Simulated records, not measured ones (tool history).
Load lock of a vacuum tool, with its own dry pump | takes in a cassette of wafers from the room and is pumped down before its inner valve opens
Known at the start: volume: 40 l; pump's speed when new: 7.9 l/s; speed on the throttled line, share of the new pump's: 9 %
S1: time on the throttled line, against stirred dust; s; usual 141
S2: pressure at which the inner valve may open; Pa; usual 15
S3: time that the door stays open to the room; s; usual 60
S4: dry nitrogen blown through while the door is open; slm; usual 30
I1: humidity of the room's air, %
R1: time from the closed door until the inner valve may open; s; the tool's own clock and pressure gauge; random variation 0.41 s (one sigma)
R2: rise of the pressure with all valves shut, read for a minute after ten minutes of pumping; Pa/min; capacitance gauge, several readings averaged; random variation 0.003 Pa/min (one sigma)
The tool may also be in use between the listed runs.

run 1 hour=0 | S1=141 S2=15 S3=60 S4=30 | I1=44.7 | R1=179.8 R2=0.23
run 2 hour=299.4 | S1=141 S2=15 S3=60 S4=30 | I1=48.1 | R1=179.1 R2=0.244
run 3 hour=789 | S1=141 S2=15 S3=60 S4=30 | I1=43.7 | R1=180.1 R2=0.26
run 4 hour=1176.7 | S1=141 S2=15 S3=60 S4=30 | I1=44.6 | R1=180.2 R2=0.279
run 5 hour=1621.3 | S1=141 S2=15 S3=60 S4=30 | I1=46.4 | R1=180.6 R2=0.313
run 6 hour=1947.4 | S1=141 S2=15 S3=60 S4=30 | I1=46.5 | R1=180.7 R2=0.331
run 7 hour=2309.1 | S1=77 S2=15 S3=60 S4=30 | I1=46.3 | R1=123.9 R2=0.339
run 8 hour=2661.8 | S1=77 S2=15 S3=60 S4=30 | I1=45.6 | R1=124.4 R2=0.369
run 9 hour=3074.4 | S1=90 S2=15 S3=60 S4=30 | I1=42.3 | R1=136.6 R2=0.386
run 10 hour=3427.1 | S1=85 S2=15 S3=60 S4=30 | I1=47.5 | R1=132.6 R2=0.4
run 11 hour=3673.3 | S1=85 S2=15 S3=60 S4=30 | I1=43.7 | R1=132.4 R2=0.419
-- hour=3799.4 dry pump taken out, an overhauled one fitted
run 12 hour=4073 | S1=85 S2=15 S3=60 S4=30 | I1=44.6 | R1=122.4 R2=0.447
run 13 hour=4334.4 | S1=141 S2=11 S3=60 S4=30 | I1=44 | R1=175.5 R2=0.459
run 14 hour=4661.1 | S1=235 S2=15 S3=60 S4=30 | I1=48.4 | R1=259.3 R2=0.48
run 15 hour=4972.4 | S1=177 S2=18 S3=26 S4=26 | I1=42.8 | R1=205.6 R2=0.494
run 16 hour=5319.8 | S1=115 S2=15 S3=38 S4=30 | I1=41.7 | R1=150.7 R2=0.516
run 17 hour=5676.6 | S1=141 S2=26 S3=60 S4=5 | I1=44.5 | R1=171 R2=0.57
run 18 hour=6114.5 | S1=237 S2=20 S3=161 S4=18 | I1=45.3 | R1=259.8 R2=0.601
run 19 hour=6543.5 | S1=215 S2=28 S3=161 S4=18 | I1=42.8 | R1=239.3 R2=0.633
run 20 hour=6971.4 | S1=79 S2=23 S3=60 S4=30 | I1=42.2 | R1=116.5 R2=0.641
run 21 hour=7309.9 | S1=141 S2=15 S3=161 S4=30 | I1=47.7 | R1=176 R2=0.69
-- hour=7341.2 door's seal changed, seat wiped
run 22 hour=7718.8 | S1=141 S2=12 S3=60 S4=8 | I1=46.4 | R1=177.3 R2=0.04
run 23 hour=8067.2 | S1=143 S2=26 S3=60 S4=30 | I1=45.2 | R1=174.9 R2=0.034
run 24 hour=8448.9 | S1=241 S2=26 S3=65 S4=30 | I1=43.3 | R1=264 R2=0.038
run 25 hour=8678.6 | S1=141 S2=17 S3=123 S4=13 | I1=46.3 | R1=176 R2=0.062
run 26 hour=9106.8 | S1=141 S2=17 S3=123 S4=13 | I1=49.2 | R1=175.8 R2=0.079
run 27 hour=9343.1 | S1=141 S2=17 S3=123 S4=13 | I1=44.4 | R1=176 R2=0.074

5 ways to go on from here, each from the tool as it stands after run 27. What would each give?
run A hour=9556.2 | S1=141 S2=15 S3=79 S4=15 | I1=43.3 | R1=? R2=?
run B hour=9556.2 | S1=116 S2=15 S3=60 S4=4 | I1=45.9 | R1=? R2=?
run C hour=9556.2 | S1=146 S2=17 S3=201 S4=13 | I1=45.2 | R1=? R2=?
run D hour=9556.2 | S1=123 S2=17 S3=167 S4=11 | I1=41 | R1=? R2=?
run E hour=9556.2 | S1=141 S2=15 S3=237 S4=9 | I1=45.4 | R1=? R2=?

run=A R1=177.2 R2=0.077
run=B R1=154.2 R2=0.072
run=C R1=181.5 R2=0.099
run=D R1=160.7 R2=0.084
run=E R1=177.6 R2=0.105
Without the tool's hidden state the same runs would have given:
run=A R1=173.6 R2=0.036
run=B R1=150.3 R2=0.031
run=C R1=177.9 R2=0.059
run=D R1=156.9 R2=0.044
run=E R1=173.9 R2=0.065
